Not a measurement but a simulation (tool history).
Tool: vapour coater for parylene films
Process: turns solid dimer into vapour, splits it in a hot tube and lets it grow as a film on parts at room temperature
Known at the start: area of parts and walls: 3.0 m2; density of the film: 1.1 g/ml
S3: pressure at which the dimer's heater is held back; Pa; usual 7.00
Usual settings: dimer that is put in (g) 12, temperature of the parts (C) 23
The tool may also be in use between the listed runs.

{"run": 1, "hour": 0.0, "dimer that is put in (g)": 12, "temperature of the parts (C)": 23, "S3": 7.0, "thickness of the film (um)": 2.47}
{"run": 2, "hour": 40.1, "dimer that is put in (g)": 12, "temperature of the parts (C)": 23, "S3": 7.0, "thickness of the film (um)": 2.42}
{"run": 3, "hour": 84.5, "dimer that is put in (g)": 12, "temperature of the parts (C)": 23, "S3": 7.0, "thickness of the film (um)": 2.45}
{"run": 4, "hour": 127.6, "dimer that is put in (g)": 13, "temperature of the parts (C)": 23, "S3": 7.0, "thickness of the film (um)": 2.65}
{"run": 5, "hour": 174.6, "dimer that is put in (g)": 13, "temperature of the parts (C)": 23, "S3": 7.0, "thickness of the film (um)": 2.62}
{"run": 6, "hour": 213.8, "dimer that is put in (g)": 13, "temperature of the parts (C)": 23, "S3": 7.0, "thickness of the film (um)": 2.66}
{"run": 7, "hour": 277.3, "dimer that is put in (g)": 13, "temperature of the parts (C)": 23, "S3": 7.0, "thickness of the film (um)": 2.64}
{"hour": 309.8, "done": "trap's valve overhauled"}
{"run": 8, "hour": 334.2, "dimer that is put in (g)": 12, "temperature of the parts (C)": 23, "S3": 7.0, "thickness of the film (um)": 2.44}
{"run": 9, "hour": 372.1, "dimer that is put in (g)": 12, "temperature of the parts (C)": 23, "S3": 7.0, "thickness of the film (um)": 2.48}
{"run": 10, "hour": 415.9, "dimer that is put in (g)": 12, "temperature of the parts (C)": 23, "S3": 7.0, "thickness of the film (um)": 2.42}
{"run": 11, "hour": 449.4, "dimer that is put in (g)": 12, "temperature of the parts (C)": 23, "S3": 7.0, "thickness of the film (um)": 2.44}
{"run": 12, "hour": 486.9, "dimer that is put in (g)": 12, "temperature of the parts (C)": 23, "S3": 7.0, "thickness of the film (um)": 2.46}
{"run": 13, "hour": 546.9, "dimer that is put in (g)": 12, "temperature of the parts (C)": 23, "S3": 7.0, "thickness of the film (um)": 2.42}
{"run": 14, "hour": 601.2, "dimer that is put in (g)": 9, "temperature of the parts (C)": 23, "S3": 7.0, "thickness of the film (um)": 1.84}
{"run": 15, "hour": 650.0, "dimer that is put in (g)": 9, "temperature of the parts (C)": 23, "S3": 7.0, "thickness of the film (um)": 1.82}
{"run": 16, "hour": 698.4, "dimer that is put in (g)": 9, "temperature of the parts (C)": 23, "S3": 7.0, "thickness of the film (um)": 1.81}
{"hour": 731.1, "done": "table's thermometer calibrated"}
{"run": 17, "hour": 733.3, "dimer that is put in (g)": 9, "temperature of the parts (C)": 23, "S3": 7.0, "thickness of the film (um)": 1.8}
{"run": 18, "hour": 792.2, "dimer that is put in (g)": 17, "temperature of the parts (C)": 23, "S3": 7.0, "thickness of the film (um)": 3.42}
{"run": 19, "hour": 846.4, "dimer that is put in (g)": 12, "temperature of the parts (C)": 30, "S3": 7.0, "thickness of the film (um)": 1.74}
{"run": 20, "hour": 881.5, "dimer that is put in (g)": 12, "temperature of the parts (C)": 23, "S3": 7.0, "thickness of the film (um)": 2.42}
{"hour": 912.2, "done": "trap's valve overhauled"}
{"run": 21, "hour": 932.6, "dimer that is put in (g)": 12, "temperature of the parts (C)": 23, "S3": 7.0, "thickness of the film (um)": 2.47}
{"run": 22, "hour": 965.5, "dimer that is put in (g)": 18, "temperature of the parts (C)": 20, "S3": 11.09, "thickness of the film (um)": 3.81}
{"run": 23, "hour": 1026.3, "dimer that is put in (g)": 10, "temperature of the parts (C)": 17, "S3": 5.64, "thickness of the film (um)": 2.84}

The next listed run, before its measurement:
{"run": 24, "hour": 1072.6, "dimer that is put in (g)": 12, "temperature of the parts (C)": 28, "S3": 3.83, "thickness of the film (um)": "?"}

{"run 24": {"thickness of the film (um)": 2.18}}
Without the tool's hidden state the same run would have given thickness of the film (um) 2.18.
